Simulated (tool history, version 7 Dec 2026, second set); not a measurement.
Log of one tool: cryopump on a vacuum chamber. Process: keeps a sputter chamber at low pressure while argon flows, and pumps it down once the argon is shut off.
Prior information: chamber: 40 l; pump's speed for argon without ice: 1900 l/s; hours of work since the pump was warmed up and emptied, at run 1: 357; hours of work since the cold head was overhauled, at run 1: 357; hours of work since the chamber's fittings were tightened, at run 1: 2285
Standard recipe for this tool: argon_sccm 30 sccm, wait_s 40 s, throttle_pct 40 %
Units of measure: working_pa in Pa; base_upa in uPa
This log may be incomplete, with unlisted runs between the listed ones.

run	hour	argon_sccm	wait_s	throttle_pct	hours of work since the pump was warmed up and emptied	hours of work since the cold head was overhauled	hours of work since the chamber's fittings were tightened	working_pa	base_upa
1	0.0	30	40	40	357	357	2285	0.0689	1.96
2	11.7	30	40	40	366	366	2295	0.0690	1.96
3	22.9	30	40	40	375	375	2304	0.0691	1.97
4	40.3	30	40	40	389	389	2318	0.0688	1.97
5	60.5	27	40	40	406	406	2334	0.0627	2.01
6	69.6	30	40	40	413	413	2342	0.0690	1.97
7	78.9	30	40	36	420	420	2349	0.0754	2.04
8	95.7	30	40	36	434	434	2363	0.0778	2.01
9	113.1	30	40	40	448	448	2377	0.0698	2.01
10	134.0	30	40	40	465	465	2394	0.0684	2.05
11	153.7	30	40	40	481	481	2409	0.0695	2.09
12	172.2	30	31	40	496	496	2424	0.0694	2.22
13	180.9	30	31	40	503	503	2431	0.0706	2.19
14	190.1	30	31	40	510	510	2439	0.0705	2.27
15	204.3	30	31	40	522	522	2450	0.0689	2.24
16	217.8	30	40	25	532	532	2461	0.1091	2.10
17	239.0	25	40	25	550	550	2478	0.0901	2.14
18	259.1	30	40	28	566	566	2494	0.0976	2.04
19	272.0	30	40	28	576	576	2505	0.0998	2.18
20	281.0	14	78	21	584	584	2512	0.0615	1.94
21	298.7	59	44	21	598	598	2526	0.2561	2.26
22	318.5	54	40	46	614	614	2542	0.1103	2.20
23	332.2	54	53	53	625	625	2554	0.0966	2.15
24	353.3	54	53	53	642	642	2570	0.0969	2.14
25	366.4	18	67	24	652	652	2581	0.0682	2.09
26	376.9	16	243	33	661	661	2590	0.0443	1.85
27	394.3	16	243	33	675	675	2604	0.0460	1.87
28	411.3	16	243	33	689	689	2617	0.0457	1.93
29	422.9	30	40	26	698	698	2627	0.1052	2.29
30	443.6	12	37	40	715	715	2643	0.0279	2.31
31	452.2	30	91	27	722	722	2650	0.1036	2.09
32	473.3	15	41	26	739	739	2667	0.0541	2.30
33	492.7	15	41	26	754	754	2683	0.0538	2.32
34	510.2	15	41	26	768	768	2697	0.0543	2.39

Here are 3 independent what-if runs from the current tool condition. What would each one return?
A	530.9	48	153	59	785	785	2714	?	?
B	530.9	39	221	19	785	785	2714	?	?
C	530.9	30	43	40	785	785	2714	?	?

run	working_pa	base_upa
A	0.0798	2.09
B	0.1885	2.08
C	0.0715	2.35
Stripped of hidden state, with their random variation kept, the same runs would have yielded:
run	working_pa	base_upa
A	0.0722	0.28
B	0.1824	0.25
C	0.0667	0.56
